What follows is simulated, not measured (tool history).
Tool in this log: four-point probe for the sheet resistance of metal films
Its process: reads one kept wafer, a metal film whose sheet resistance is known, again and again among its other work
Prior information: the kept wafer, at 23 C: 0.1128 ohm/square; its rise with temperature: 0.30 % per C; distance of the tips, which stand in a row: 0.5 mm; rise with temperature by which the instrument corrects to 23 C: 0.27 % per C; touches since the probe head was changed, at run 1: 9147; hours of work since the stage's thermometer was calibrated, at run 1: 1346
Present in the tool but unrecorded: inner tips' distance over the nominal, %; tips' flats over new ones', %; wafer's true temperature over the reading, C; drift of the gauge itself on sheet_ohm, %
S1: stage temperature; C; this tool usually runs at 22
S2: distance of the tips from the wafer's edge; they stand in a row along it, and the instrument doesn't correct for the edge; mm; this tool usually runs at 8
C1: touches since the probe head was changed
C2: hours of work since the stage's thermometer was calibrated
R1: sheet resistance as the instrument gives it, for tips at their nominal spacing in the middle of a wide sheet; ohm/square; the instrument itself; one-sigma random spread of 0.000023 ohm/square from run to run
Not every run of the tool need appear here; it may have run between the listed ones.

run     day  S1  S2     C1    C2        R1
  1       0  22   8   9147  1346  0.113394
  2   1.558  22   8  10877  1373   0.11341
  3   3.225  22   3  12722  1400  0.114839
  4   4.467  20   8  14102  1421  0.113368
  5   5.775  22   8  15550  1443  0.113408
  6   6.617  22   8  16487  1458  0.113425
      6.754  -- stage's thermometer calibrated
  7   7.821  22   8  17799    18  0.113353
  8   8.654  22   5  18722    32  0.113729
  9   9.396  22   5  19547    44  0.113749
 10  10.942  26  19  21257    70  0.113324
     11.042  -- stage's thermometer calibrated, once more
 11  12.012  21  16  22425    16  0.113303
 12  13.025  21  16  23546    33  0.113325
 13  14.233  21   3  24887    54  0.114946

Pick out some run-to-run changes in R1. Of each, how much would a tool without hidden state show as well, from the settings, what came in and chance, and how much is left for the hidden state and any gauge scatter not in both results compared?
Run 10 -> 11: S1 26 -> 21, S2 19 -> 16, stage's thermometer calibrated, once more. R1 -0.000021 ohm/square: hidden state +0.000158, all else -0.000179.
Run 12 -> 13: S2 16 -> 3. R1 +0.001621 ohm/square: hidden state +0.000012, all else +0.001609.

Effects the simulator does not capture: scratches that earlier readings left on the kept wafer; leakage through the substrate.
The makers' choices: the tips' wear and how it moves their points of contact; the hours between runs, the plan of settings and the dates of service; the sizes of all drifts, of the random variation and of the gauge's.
